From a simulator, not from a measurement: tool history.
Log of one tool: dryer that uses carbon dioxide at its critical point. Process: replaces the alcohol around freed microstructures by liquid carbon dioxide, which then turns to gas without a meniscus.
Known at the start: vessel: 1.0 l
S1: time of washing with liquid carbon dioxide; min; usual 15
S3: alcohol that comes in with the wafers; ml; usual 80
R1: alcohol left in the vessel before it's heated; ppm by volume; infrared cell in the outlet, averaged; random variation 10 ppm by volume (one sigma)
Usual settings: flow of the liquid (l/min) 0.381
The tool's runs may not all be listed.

Run 1, day 0: usual settings. Result: R1 681 ppm by volume.
Run 2, day 2.121: usual settings. Result: R1 708 ppm by volume.
Run 3, day 4.521: usual settings but S1 21 min. Result: R1 185 ppm by volume.
Run 4, day 6.908: usual settings but S1 21 min. Result: R1 187 ppm by volume.
Run 5, day 9.138: usual settings but S1 16 min. Result: R1 586 ppm by volume.
Run 6, day 11.262: usual settings but S1 16 min. Result: R1 631 ppm by volume.
Run 7, day 12.775: usual settings but S1 16 min. Result: R1 627 ppm by volume.
Run 8, day 14.5: usual settings but S1 18 min. Result: R1 406 ppm by volume.
Run 9, day 16.846: usual settings but S1 18 min, flow of the liquid (l/min) 0.243. Result: R1 2503 ppm by volume.
Run 10, day 19.275: usual settings. Result: R1 915 ppm by volume.
Run 11, day 22.083: usual settings. Result: R1 946 ppm by volume.
Run 12, day 23.442: usual settings but flow of the liquid (l/min) 0.24. Result: R1 4875 ppm by volume.
Run 13, day 25.375: usual settings but flow of the liquid (l/min) 0.24. Result: R1 4839 ppm by volume.
Run 14, day 27.758: usual settings but flow of the liquid (l/min) 0.24. Result: R1 5149 ppm by volume.
Run 15, day 29.312: usual settings but flow of the liquid (l/min) 0.47. Result: R1 467 ppm by volume.
Run 16, day 31.196: usual settings but S1 23 min, flow of the liquid (l/min) 0.47. Result: R1 179 ppm by volume.
At day 32.104: inlet filter changed.
Run 17, day 33.454: usual settings but S1 23 min, flow of the liquid (l/min) 0.47. Result: R1 179 ppm by volume.
Run 18, day 34.825: usual settings but S1 23 min, flow of the liquid (l/min) 0.47. Result: R1 190 ppm by volume.
Run 19, day 37.279: usual settings. Result: R1 792 ppm by volume.
Run 20, day 40.062: usual settings but S3 73 ml. Result: R1 786 ppm by volume.
Run 21, day 41.967: usual settings but S3 73 ml. Result: R1 804 ppm by volume.
Run 22, day 43.283: usual settings but S1 19 min, flow of the liquid (l/min) 0.304, S3 55 ml. Result: R1 663 ppm by volume.
Run 23, day 45.775: usual settings but S1 19 min, flow of the liquid (l/min) 0.4, S3 70 ml. Result: R1 336 ppm by volume.
Run 24, day 48.588: usual settings but S1 19 min, flow of the liquid (l/min) 0.4, S3 70 ml. Result: R1 345 ppm by volume.
Run 25, day 50.492: usual settings but S1 12 min, flow of the liquid (l/min) 0.529, S3 65 ml. Result: R1 583 ppm by volume.
Run 26, day 53.338: usual settings but flow of the liquid (l/min) 0.561, S3 74 ml. Result: R1 309 ppm by volume.
Run 27, day 55.679: usual settings but flow of the liquid (l/min) 0.561, S3 74 ml. Result: R1 323 ppm by volume.
Run 28, day 57.05: usual settings but S1 13 min, flow of the liquid (l/min) 0.25, S3 40 ml. Result: R1 3293 ppm by volume.
At day 58.867: purifier's bed changed.
Run 29, day 59.521: usual settings but S1 13 min. Result: R1 1576 ppm by volume.
Run 30, day 60.838: usual settings but S1 13 min. Result: R1 1609 ppm by volume.
Run 31, day 62.275: usual settings but S1 13 min. Result: R1 1532 ppm by volume.
Run 32, day 64.812: usual settings but S1 12 min, flow of the liquid (l/min) 0.277. Result: R1 6075 ppm by volume.
At day 66.25: inlet filter changed.
Run 33, day 67.329: usual settings but S1 10 min, flow of the liquid (l/min) 0.553. Result: R1 719 ppm by volume.
Run 34, day 69.808: usual settings but S1 16 min, S3 43 ml. Result: R1 298 ppm by volume.
Run 35, day 71.838: usual settings but S1 14 min. Result: R1 936 ppm by volume.
Run 36, day 74.583: usual settings but S1 14 min. Result: R1 994 ppm by volume.
Run 37, day 75.862: usual settings but S1 14 min, flow of the liquid (l/min) 0.607, S3 37 ml. Result: R1 88 ppm by volume.
Run 38, day 78.308: usual settings but S1 14 min, flow of the liquid (l/min) 0.607, S3 37 ml. Result: R1 98 ppm by volume.
Run 39, day 80.604: usual settings but S1 14 min, flow of the liquid (l/min) 0.424, S3 37 ml. Result: R1 356 ppm by volume.
Run 40, day 82.046: usual settings but S1 13 min, flow of the liquid (l/min) 0.429, S3 86 ml. Result: R1 950 ppm by volume.
Run 41, day 84.167: usual settings but S1 13 min, flow of the liquid (l/min) 0.429, S3 86 ml. Result: R1 982 ppm by volume.
Run 42, day 85.488: usual settings but S1 13 min, flow of the liquid (l/min) 0.429, S3 86 ml. Result: R1 1007 ppm by volume.

Forecast each of these 5 alternatives for the next run:
Run A, day 88.179: usual settings but S1 9 min, flow of the liquid (l/min) 0.432. Result: R1 ?.
Run B, day 88.179: usual settings but flow of the liquid (l/min) 0.418, S3 69 ml. Result: R1 ?.
Run C, day 88.179: usual settings but S1 11 min. Result: R1 ?.
Run D, day 88.179: usual settings but S1 14 min, flow of the liquid (l/min) 0.256, S3 26 ml. Result: R1 ?.
Run E, day 88.179: usual settings but S1 10 min, flow of the liquid (l/min) 0.514, S3 24 ml. Result: R1 ?.

run    R1
  A  3598
  B   545
  C  2870
  D  1608
  E   456
Without the tool's hidden state the same runs would have given:
run    R1
  A  2798
  B   317
  C  2181
  D  1239
  E   273
